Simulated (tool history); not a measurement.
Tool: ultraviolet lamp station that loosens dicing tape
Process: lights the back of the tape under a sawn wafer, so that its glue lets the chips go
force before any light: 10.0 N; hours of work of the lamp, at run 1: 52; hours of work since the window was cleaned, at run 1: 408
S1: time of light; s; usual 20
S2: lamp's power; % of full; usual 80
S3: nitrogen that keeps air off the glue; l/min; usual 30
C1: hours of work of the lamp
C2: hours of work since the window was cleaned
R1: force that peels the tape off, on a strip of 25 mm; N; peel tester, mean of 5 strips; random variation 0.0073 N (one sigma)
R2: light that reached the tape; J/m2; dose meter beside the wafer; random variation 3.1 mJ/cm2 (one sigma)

run	hour	S1	S2	S3	C1	C2	R1	R2
1	0	20	80	30	52	408	0.315	4160
# hour 16.7: window cleaned of glue's vapour
2	30.1	20	80	30	75	11	0.342	3920
3	67.9	30	80	30	105	41	0.221	5760
4	86.4	30	80	30	120	55	0.213	5750
5	108	30	80	30	137	72	0.209	5700
# hour 114.4: window cleaned of glue's vapour, once more
6	144.3	30	80	30	165	24	0.203	6450
7	176.6	30	80	30	191	49	0.2	6340
8	216	30	80	30	222	80	0.203	6230
9	246.4	25	80	30	246	105	0.231	5100
10	265.5	35	80	38	261	120	0.187	7090
11	302.5	35	80	38	290	149	0.188	6940
12	341.2	35	80	38	321	180	0.188	6810
13	362.7	18	82	12	338	197	0.931	3520

Run 14 comes next. What will it give?
14	390.8	24	71	49	360	219	?	?

{"run 14": {"R1": 0.248, "R2": 4070}}
Without the tool's hidden state the same run would have given R1 0.213 N, R2 4920 J/m2.
